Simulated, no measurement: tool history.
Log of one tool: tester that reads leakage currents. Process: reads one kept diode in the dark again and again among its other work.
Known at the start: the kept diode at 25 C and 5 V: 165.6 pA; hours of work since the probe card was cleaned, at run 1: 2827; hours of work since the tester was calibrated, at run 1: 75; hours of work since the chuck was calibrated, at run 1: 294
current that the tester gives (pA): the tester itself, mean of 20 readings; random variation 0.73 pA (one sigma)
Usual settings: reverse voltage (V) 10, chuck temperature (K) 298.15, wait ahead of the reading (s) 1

run   hour  reverse voltage (V)  chuck temperature (K)  wait ahead of the reading (s)  hours of work since the probe card was cleaned  hours of work since the tester was calibrated  hours of work since the chuck was calibrated  current that the tester gives (pA)
  1      0                   10                 298.15                              1                                            2827                                             75                                           294                              253.99
  2   18.8                   10                 298.15                           0.86                                            2841                                             88                                           308                              255.85
  3   44.9                   10                 298.15                           0.86                                            2859                                            107                                           327                              256.69
  4   58.4                   10                 298.15                           3.99                                            2869                                            117                                           336                              253.46
  5   72.2                   10                 298.15                           3.99                                            2879                                            127                                           346                              251.63
  6   90.6                   10                 298.15                           3.99                                            2892                                            140                                           359                              254.98
  7  117.9                   10                 298.15                           0.58                                            2911                                            159                                           379                              255.67
  8  145.9                   10                 298.15                           0.58                                            2931                                            179                                           399                              254.55
  9  166.5                   10                 298.15                           0.58                                            2946                                            194                                           413                              255.09
 10  183.5                   10                 298.15                           0.58                                            2958                                            206                                           425                               254.8
 11  214.9                   10                 298.15                           0.58                                            2981                                            228                                           448                              254.23
 12  234.4                   10                 298.15                              1                                            2994                                            242                                           462                              252.83
 13  257.7                   10                 302.15                              1                                            3011                                            259                                           478                              360.18
 14  274.6                  4.4                 298.15                            1.9                                            3023                                            271                                           491                              159.28
 15    303                  1.8                 298.15                              1                                            3043                                            291                                           511                               96.44
 16  318.7                  1.8                 298.15                              1                                            3055                                            303                                           522                               96.76
 17  347.4                  6.7                 294.15                           1.95                                            3075                                            323                                           543                              139.48
 18  360.5                  4.6                 294.15                           9.55                                            3084                                            332                                           552                              112.06
     365.1  -- probe card cleaned and baked
 19  381.8                  4.6                 294.15                           9.55                                              12                                            345                                           565                              117.21
 20    399                   10                 298.15                           0.36                                              24                                            358                                           577                              265.13
 21  416.9                   10                 298.15                           0.36                                              37                                            370                                           590                              265.94
 22  445.9                   10                 298.15                           0.36                                              58                                            391                                           611                              264.18
 23  463.3                  3.3                 296.15                           0.36                                              70                                            404                                           623                              116.38
 24  486.6                   10                 333.15                           1.29                                              87                                            420                                           640                             4725.33
 25  504.2                   10                 333.15                           1.29                                              99                                            433                                           652                             4723.44

5 ways to go on from here, each from the tool as it stands after run 25. What would each give?
     518.2  -- probe card cleaned and baked, once more
  A  529.6                   10                 306.15                              1                                               8                                            449                                           668                                   ?
     518.2  -- probe card cleaned and baked, once more
  B  529.6                  1.1                 333.15                           0.64                                               8                                            449                                           668                                   ?
     518.2  -- probe card cleaned and baked, once more
  C  529.6                    1                 307.15                           5.84                                               8                                            449                                           668                                   ?
     518.2  -- probe card cleaned and baked, once more
  D  529.6                  7.2                 308.15                           0.51                                               8                                            449                                           668                                   ?
     518.2  -- probe card cleaned and baked, once more
  E  529.6                   10                 322.15                           1.29                                               8                                            449                                           668                                   ?

run  current that the tester gives (pA)
  A                              488.38
  B                             1451.23
  C                              154.87
  D                              491.82
  E                             1963.16
Without the tool's hidden state the same runs would have given:
run  current that the tester gives (pA)
  A                              507.23
  B                             1498.21
  C                              160.84
  D                              510.54
  E                             2031.41

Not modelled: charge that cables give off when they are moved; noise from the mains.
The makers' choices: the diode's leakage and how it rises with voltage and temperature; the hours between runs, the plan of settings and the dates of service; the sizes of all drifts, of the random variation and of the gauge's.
